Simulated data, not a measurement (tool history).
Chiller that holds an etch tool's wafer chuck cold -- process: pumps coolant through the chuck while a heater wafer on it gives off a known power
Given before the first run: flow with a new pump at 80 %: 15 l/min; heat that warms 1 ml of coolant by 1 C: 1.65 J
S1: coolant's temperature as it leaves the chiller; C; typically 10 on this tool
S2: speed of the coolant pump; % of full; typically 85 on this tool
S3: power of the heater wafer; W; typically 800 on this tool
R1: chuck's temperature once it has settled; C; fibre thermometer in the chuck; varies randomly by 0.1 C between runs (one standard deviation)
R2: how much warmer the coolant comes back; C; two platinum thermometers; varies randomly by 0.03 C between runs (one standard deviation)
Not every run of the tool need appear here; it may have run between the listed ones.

{"run": 1, "day": 0.0, "S1": 10, "S2": 85, "S3": 800, "R1": 16.6, "R2": 1.76}
{"run": 2, "day": 5.542, "S1": 10, "S2": 85, "S3": 800, "R1": 16.7, "R2": 1.77}
{"run": 3, "day": 9.979, "S1": 10, "S2": 85, "S3": 800, "R1": 16.6, "R2": 1.81}
{"run": 4, "day": 14.654, "S1": 10, "S2": 85, "S3": 800, "R1": 16.6, "R2": 1.76}
{"run": 5, "day": 17.492, "S1": 2, "S2": 85, "S3": 800, "R1": 8.7, "R2": 1.82}
{"run": 6, "day": 23.146, "S1": 2, "S2": 85, "S3": 800, "R1": 8.6, "R2": 1.83}
{"run": 7, "day": 26.742, "S1": 2, "S2": 85, "S3": 800, "R1": 8.6, "R2": 1.84}
{"run": 8, "day": 30.512, "S1": 2, "S2": 85, "S3": 800, "R1": 8.7, "R2": 1.78}
{"run": 9, "day": 34.796, "S1": 2, "S2": 85, "S3": 800, "R1": 8.7, "R2": 1.79}
{"run": 10, "day": 41.546, "S1": 2, "S2": 85, "S3": 800, "R1": 8.9, "R2": 1.78}
{"run": 11, "day": 46.133, "S1": 2, "S2": 85, "S3": 800, "R1": 8.6, "R2": 1.86}
{"run": 12, "day": 51.867, "S1": 2, "S2": 85, "S3": 800, "R1": 8.7, "R2": 1.82}
{"run": 13, "day": 56.4, "S1": 2, "S2": 85, "S3": 800, "R1": 8.5, "R2": 1.87}
{"run": 14, "day": 60.596, "S1": 2, "S2": 74, "S3": 800, "R1": 9.7, "R2": 2.15}
{"run": 15, "day": 66.204, "S1": 2, "S2": 84, "S3": 1093, "R1": 11.3, "R2": 2.5}
{"run": 16, "day": 70.829, "S1": 8, "S2": 62, "S3": 1093, "R1": 20.3, "R2": 3.53}
{"run": 17, "day": 73.675, "S1": 8, "S2": 61, "S3": 778, "R1": 16.9, "R2": 2.59}
{"run": 18, "day": 76.888, "S1": 8, "S2": 61, "S3": 778, "R1": 16.9, "R2": 2.54}
{"run": 19, "day": 83.167, "S1": 8, "S2": 61, "S3": 778, "R1": 16.9, "R2": 2.56}
{"run": 20, "day": 86.662, "S1": 8, "S2": 61, "S3": 778, "R1": 16.7, "R2": 2.5}
{"run": 21, "day": 91.383, "S1": 8, "S2": 61, "S3": 778, "R1": 16.8, "R2": 2.52}
{"run": 22, "day": 95.462, "S1": 8, "S2": 61, "S3": 778, "R1": 16.8, "R2": 2.54}
{"run": 23, "day": 99.062, "S1": 8, "S2": 96, "S3": 757, "R1": 13.7, "R2": 1.49}
{"run": 24, "day": 105.596, "S1": 11, "S2": 85, "S3": 800, "R1": 17.5, "R2": 1.81}
{"run": 25, "day": 109.712, "S1": 11, "S2": 85, "S3": 800, "R1": 17.7, "R2": 1.8}
{"run": 26, "day": 116.467, "S1": 18, "S2": 62, "S3": 800, "R1": 27.1, "R2": 2.61}
{"run": 27, "day": 122.112, "S1": 18, "S2": 62, "S3": 800, "R1": 27.0, "R2": 2.54}
{"run": 28, "day": 125.767, "S1": 18, "S2": 62, "S3": 800, "R1": 26.9, "R2": 2.58}

The log once held 2 entries between its listed runs, left out of this copy. Where does each go, and what is different about the tool's unlogged condition between the listed run before it and the listed run after it?
After run 18, before run 19: coolant changed, channels flushed (day 81.433)
  heat passed by the chuck's channels, % of clean ones': 99.7 -> 100
After run 20, before run 21: chiller's thermometer calibrated (day 88.462)
  coolant's true temperature over the reading, C: -0.02 -> 0
